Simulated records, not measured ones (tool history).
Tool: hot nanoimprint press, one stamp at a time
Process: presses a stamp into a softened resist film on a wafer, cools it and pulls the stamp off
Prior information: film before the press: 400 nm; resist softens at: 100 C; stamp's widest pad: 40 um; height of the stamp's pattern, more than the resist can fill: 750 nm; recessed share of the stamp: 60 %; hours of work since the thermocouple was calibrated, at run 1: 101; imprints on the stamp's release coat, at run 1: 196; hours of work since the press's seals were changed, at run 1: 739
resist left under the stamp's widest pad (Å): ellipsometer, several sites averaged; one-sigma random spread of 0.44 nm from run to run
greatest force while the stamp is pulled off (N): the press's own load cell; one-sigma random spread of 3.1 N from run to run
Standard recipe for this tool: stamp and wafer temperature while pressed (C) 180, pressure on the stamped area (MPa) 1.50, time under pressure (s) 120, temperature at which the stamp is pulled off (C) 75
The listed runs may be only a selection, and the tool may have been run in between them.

run,hour,stamp and wafer temperature while pressed (C),pressure on the stamped area (MPa),time under pressure (s),temperature at which the stamp is pulled off (C),hours of work since the thermocouple was calibrated,imprints on the stamp's release coat,hours of work since the press's seals were changed,resist left under the stamp's widest pad (Å),greatest force while the stamp is pulled off (N)
1,0.0,180,1.50,120,75,101,196,739,1794,230
2,44.3,180,1.50,120,75,132,362,770,1801,235
3,76.8,180,1.50,120,75,154,485,792,1796,232
4,121.3,180,1.50,120,75,185,652,823,1805,241
5,154.2,180,1.50,120,78,207,776,845,1797,222
6,192.9,180,1.11,120,78,234,922,872,2033,225
7,254.6,180,1.11,120,78,276,1154,914,2029,223
# hour 301.5: press's hydraulic seals changed and the load cell set to zero
8,319.5,180,1.11,120,78,315,1368,12,1971,229
# hour 352.6: stamp cleaned and given a new release coat
# hour 369.2: plate thermocouple calibrated
9,383.0,180,1.11,120,78,9,103,50,2001,211
10,420.8,180,1.11,120,78,35,246,76,2000,220
11,477.4,180,1.50,120,79,74,459,115,1754,208
12,534.4,180,1.50,120,79,113,673,154,1748,212
13,596.3,180,1.50,120,75,156,906,196,1744,244
14,622.1,180,1.50,109,75,174,1003,214,1819,247
15,647.9,180,1.50,109,75,191,1100,232,1817,243
16,691.3,180,1.50,70,77,221,1264,261,2122,233
17,724.0,180,1.50,70,77,244,1387,284,2112,241
# hour 751.9: stamp cleaned and given a new release coat
18,778.5,172,1.79,70,77,277,100,317,2658,214
19,826.1,180,1.48,120,75,309,279,350,1749,230
20,862.6,169,1.35,75,75,335,416,375,3073,229
# hour 875.4: plate thermocouple calibrated
21,910.6,181,2.04,183,83,24,586,406,1237,185
22,950.8,181,2.04,225,83,52,737,433,1141,187
23,991.9,188,1.50,101,79,80,892,462,1355,218
24,1054.6,191,2.26,101,66,123,1128,505,976,293
25,1106.4,180,1.22,89,75,159,1323,540,2147,251
26,1138.9,182,2.13,171,63,181,1445,562,1190,334
# hour 1149.6: stamp cleaned and given a new release coat
27,1184.5,182,1.34,152,75,208,131,590,1555,229
28,1230.3,182,1.34,152,75,240,304,621,1547,230
29,1261.3,180,1.50,120,78,261,420,642,1762,213

Predict each of these 3 candidate next runs independently; none follows another, all start after run 29:
A,1288.9,171,1.50,120,75,280,524,661,?,?
B,1288.9,180,1.43,120,78,280,524,661,?,?
C,1288.9,180,1.50,120,75,280,524,661,?,?

run,resist left under the stamp's widest pad (Å),greatest force while the stamp is pulled off (N)
A,2525,227
B,1798,218
C,1763,239
The same runs, with their run-to-run variation unchanged, on a tool lacking any hidden condition would have given:
run,resist left under the stamp's widest pad (Å),greatest force while the stamp is pulled off (N)
A,2527,221
B,1795,212
C,1758,232
